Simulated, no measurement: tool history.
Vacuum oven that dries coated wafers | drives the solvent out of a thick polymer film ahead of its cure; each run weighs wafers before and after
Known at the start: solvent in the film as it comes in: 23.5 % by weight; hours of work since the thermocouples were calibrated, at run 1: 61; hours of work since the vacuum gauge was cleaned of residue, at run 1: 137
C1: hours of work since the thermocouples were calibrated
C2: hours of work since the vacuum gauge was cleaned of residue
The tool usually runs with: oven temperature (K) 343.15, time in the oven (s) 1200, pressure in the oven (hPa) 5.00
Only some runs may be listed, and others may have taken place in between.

Run 1, hour 0.0: usual settings; C1 61; C2 137. Result: solvent left in the film (%) 1.25.
Run 2, hour 13.1: usual settings; C1 71; C2 147. Result: solvent left in the film (%) 1.23.
Run 3, hour 24.8: usual settings; C1 79; C2 156. Result: solvent left in the film (%) 1.19.
Run 4, hour 35.2: usual settings but time in the oven (s) 2040; C1 87; C2 164. Result: solvent left in the film (%) 0.48.
Run 5, hour 48.6: usual settings but oven temperature (K) 348.15, time in the oven (s) 2040; C1 97; C2 174. Result: solvent left in the film (%) 0.46.
Run 6, hour 61.0: usual settings but oven temperature (K) 348.15, time in the oven (s) 2040; C1 106; C2 183. Result: solvent left in the film (%) 0.42.
Run 7, hour 71.0: usual settings; C1 114; C2 191. Result: solvent left in the film (%) 1.22.
Run 8, hour 78.5: usual settings but oven temperature (K) 337.15; C1 120; C2 196. Result: solvent left in the film (%) 2.76.
Run 9, hour 84.8: usual settings but oven temperature (K) 337.15; C1 124; C2 201. Result: solvent left in the film (%) 2.81.
Run 10, hour 98.2: usual settings but oven temperature (K) 337.15; C1 134; C2 211. Result: solvent left in the film (%) 2.83.
Run 11, hour 108.1: usual settings but oven temperature (K) 337.15; C1 142; C2 219. Result: solvent left in the film (%) 2.91.
Run 12, hour 120.1: usual settings but oven temperature (K) 337.15; C1 151; C2 228. Result: solvent left in the film (%) 2.93.
Run 13, hour 130.8: usual settings but oven temperature (K) 337.15; C1 159; C2 236. Result: solvent left in the film (%) 2.84.
At hour 133.4: vacuum gauge cleaned of residue and calibrated.
Run 14, hour 142.3: usual settings but oven temperature (K) 337.15; C1 166; C2 7. Result: solvent left in the film (%) 3.03.
Run 15, hour 153.3: usual settings but oven temperature (K) 337.15; C1 175; C2 15. Result: solvent left in the film (%) 2.95.
At hour 162.6: vacuum gauge cleaned of residue and calibrated, once more.
Run 16, hour 164.4: usual settings but time in the oven (s) 1920, pressure in the oven (hPa) 4.76; C1 182; C2 1. Result: solvent left in the film (%) 0.54.
Run 17, hour 177.4: usual settings but time in the oven (s) 720, pressure in the oven (hPa) 16.05; C1 192; C2 11. Result: solvent left in the film (%) 3.99.
Run 18, hour 184.0: usual settings but time in the oven (s) 720; C1 197; C2 16. Result: solvent left in the film (%) 3.18.
Run 19, hour 194.3: usual settings but oven temperature (K) 332.15, time in the oven (s) 660, pressure in the oven (hPa) 9.18; C1 204; C2 24. Result: solvent left in the film (%) 9.18.
Run 20, hour 203.7: usual settings but time in the oven (s) 1920, pressure in the oven (hPa) 5.39; C1 211; C2 31. Result: solvent left in the film (%) 0.68.
Run 21, hour 213.4: usual settings but oven temperature (K) 331.15, pressure in the oven (hPa) 4.72; C1 219; C2 38. Result: solvent left in the film (%) 5.47.
Run 22, hour 221.3: usual settings but oven temperature (K) 354.15; C1 225; C2 44. Result: solvent left in the film (%) 0.37.
Run 23, hour 233.8: usual settings but oven temperature (K) 354.15; C1 234; C2 53. Result: solvent left in the film (%) 0.24.

Difference, measured minus no-hidden-state, one row per run. Run-to-run variation is common to both terms; the gauge's own scatter need not be:
Hidden state at play: true wafer temperature over the reading, C; true pressure over the reading, kPa; drift of the gauge itself on solvent_pct, %.
run  solvent left in the film (%)
  1                         +0.02
  2                         +0.02
  3                         +0.03
  4                         +0.06
  5                         +0.05
  6                         +0.05
  7                         +0.05
  8                         +0.05
  9                         +0.06
 10                         +0.07
 11                         +0.07
 12                         +0.08
 13                         +0.10
 14                         +0.15
 15                         +0.15
 16                         +0.02
 17                         +0.03
 18                         +0.04
 19                         +0.06
 20                         +0.04
 21                         +0.09
 22                         +0.02
 23                         +0.03
